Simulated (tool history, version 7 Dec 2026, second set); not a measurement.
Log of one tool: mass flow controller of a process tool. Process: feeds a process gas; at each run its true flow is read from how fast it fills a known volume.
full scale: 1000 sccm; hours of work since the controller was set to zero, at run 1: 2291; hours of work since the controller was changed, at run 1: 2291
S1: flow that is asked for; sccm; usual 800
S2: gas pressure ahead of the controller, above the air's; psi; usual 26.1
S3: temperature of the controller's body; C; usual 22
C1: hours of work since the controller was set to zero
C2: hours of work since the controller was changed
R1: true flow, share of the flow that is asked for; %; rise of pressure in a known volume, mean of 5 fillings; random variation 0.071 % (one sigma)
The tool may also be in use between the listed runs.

| run | day | S1 | S2 | S3 | C1 | C2 | R1 |
|---|---|---|---|---|---|---|---|
| 1 | 0.000 | 800 | 26.1 | 22 | 2291 | 2291 | 101.86 |
| 2 | 5.400 | 800 | 26.1 | 22 | 2363 | 2363 | 101.65 |
| 3 | 7.675 | 192 | 26.1 | 22 | 2393 | 2393 | 102.83 |
| 4 | 10.242 | 192 | 26.1 | 22 | 2427 | 2427 | 102.98 |
| 5 | 13.679 | 800 | 26.1 | 22 | 2472 | 2472 | 101.96 |
| 6 | 18.538 | 800 | 26.1 | 22 | 2536 | 2536 | 101.82 |
| 7 | 20.871 | 800 | 26.1 | 22 | 2567 | 2567 | 101.94 |
| 8 | 23.679 | 800 | 37.9 | 22 | 2604 | 2604 | 101.54 |
| 9 | 28.408 | 800 | 37.9 | 22 | 2667 | 2667 | 101.56 |
| 10 | 32.283 | 800 | 37.9 | 22 | 2718 | 2718 | 101.64 |
| 11 | 36.758 | 800 | 26.1 | 40 | 2777 | 2777 | 100.22 |
| 12 | 40.950 | 800 | 26.1 | 22 | 2832 | 2832 | 101.99 |
| 13 | 45.512 | 800 | 26.1 | 22 | 2892 | 2892 | 102.08 |
| 14 | 47.954 | 800 | 26.1 | 22 | 2925 | 2925 | 102.04 |
| 15 | 51.021 | 800 | 26.1 | 22 | 2965 | 2965 | 102.17 |
| 16 | 56.417 | 800 | 26.1 | 22 | 3036 | 3036 | 102.13 |
| 17 | 61.112 | 800 | 26.1 | 22 | 3098 | 3098 | 102.18 |
| 18 | 65.746 | 119 | 26.1 | 22 | 3160 | 3160 | 105.15 |
| 19 | 69.508 | 800 | 26.1 | 22 | 3209 | 3209 | 102.29 |
| 20 | 73.225 | 800 | 26.1 | 22 | 3258 | 3258 | 102.23 |
| 21 | 77.771 | 800 | 26.1 | 22 | 3318 | 3318 | 102.30 |
| 22 | 80.308 | 800 | 26.1 | 22 | 3352 | 3352 | 102.30 |
| 23 | 85.846 | 800 | 26.1 | 22 | 3425 | 3425 | 102.22 |
| 24 | 90.758 | 800 | 26.1 | 22 | 3490 | 3490 | 102.43 |
| 25 | 94.075 | 437 | 26.1 | 22 | 3534 | 3534 | 102.80 |
| 26 | 99.242 | 378 | 33.8 | 22 | 3602 | 3602 | 102.80 |
| 27 | 102.217 | 962 | 33.8 | 22 | 3641 | 3641 | 102.25 |
| 28 | 105.104 | 122 | 24.8 | 31 | 3679 | 3679 | 104.98 |
| 29 | 108.958 | 206 | 24.8 | 23 | 3730 | 3730 | 104.19 |
| 30 | 113.733 | 206 | 35.7 | 23 | 3793 | 3793 | 103.83 |
| 31 | 116.733 | 595 | 37.6 | 39 | 3833 | 3833 | 100.61 |
| 32 | 120.142 | 719 | 29.6 | 26 | 3878 | 3878 | 102.16 |
| 33 | 124.738 | 179 | 22.5 | 31 | 3939 | 3939 | 104.03 |
| 34 | 129.592 | 179 | 22.5 | 31 | 4003 | 4003 | 104.10 |
| 35 | 134.433 | 179 | 22.5 | 31 | 4067 | 4067 | 104.13 |
| 36 | 139.879 | 800 | 36.3 | 22 | 4139 | 4139 | 102.48 |
| 37 | 143.633 | 800 | 36.3 | 22 | 4188 | 4188 | 102.44 |
| 38 | 146.308 | 800 | 36.3 | 22 | 4223 | 4223 | 102.36 |
| 39 | 148.708 | 800 | 26.1 | 30 | 4255 | 4255 | 101.96 |
| 40 | 151.946 | 788 | 23.2 | 34 | 4298 | 4298 | 101.66 |
| 41 | 154.929 | 326 | 28.9 | 30 | 4337 | 4337 | 103.01 |
| 42 | 157.308 | 732 | 26.1 | 30 | 4369 | 4369 | 102.16 |
| 43 | 160.462 | 732 | 26.1 | 30 | 4410 | 4410 | 102.01 |
| 44 | 162.879 | 732 | 26.1 | 30 | 4442 | 4442 | 102.12 |
| 45 | 167.496 | 800 | 31.6 | 29 | 4503 | 4503 | 102.09 |
| 46 | 170.167 | 627 | 33.1 | 21 | 4539 | 4539 | 102.85 |
| 47 | 174.700 | 580 | 29.4 | 35 | 4598 | 4598 | 101.79 |
| 48 | 177.462 | 800 | 34.8 | 26 | 4635 | 4635 | 102.33 |

Measured less the same run without the tool's hidden state. The same run-to-run variation is in both; the gauge's scatter may not be:
The hidden state here: flow at rest that the sensor doesn't see, % of full scale; true flow over the shown one, %; drift of the gauge itself on true_pct, %.
| run | R1 |
|---|---|
| 1 | +1.45 |
| 2 | +1.48 |
| 3 | +2.92 |
| 4 | +2.97 |
| 5 | +1.54 |
| 6 | +1.58 |
| 7 | +1.59 |
| 8 | +1.61 |
| 9 | +1.64 |
| 10 | +1.67 |
| 11 | +1.70 |
| 12 | +1.74 |
| 13 | +1.76 |
| 14 | +1.78 |
| 15 | +1.80 |
| 16 | +1.84 |
| 17 | +1.87 |
| 18 | +5.22 |
| 19 | +1.94 |
| 20 | +1.96 |
| 21 | +1.99 |
| 22 | +2.01 |
| 23 | +2.05 |
| 24 | +2.09 |
| 25 | +2.65 |
| 26 | +2.89 |
| 27 | +2.06 |
| 28 | +5.91 |
| 29 | +4.17 |
| 30 | +4.23 |
| 31 | +2.51 |
| 32 | +2.38 |
| 33 | +4.81 |
| 34 | +4.88 |
| 35 | +4.94 |
| 36 | +2.43 |
| 37 | +2.46 |
| 38 | +2.48 |
| 39 | +2.50 |
| 40 | +2.53 |
| 41 | +3.68 |
| 42 | +2.63 |
| 43 | +2.65 |
| 44 | +2.68 |
| 45 | +2.63 |
| 46 | +2.88 |
| 47 | +3.00 |
| 48 | +2.70 |
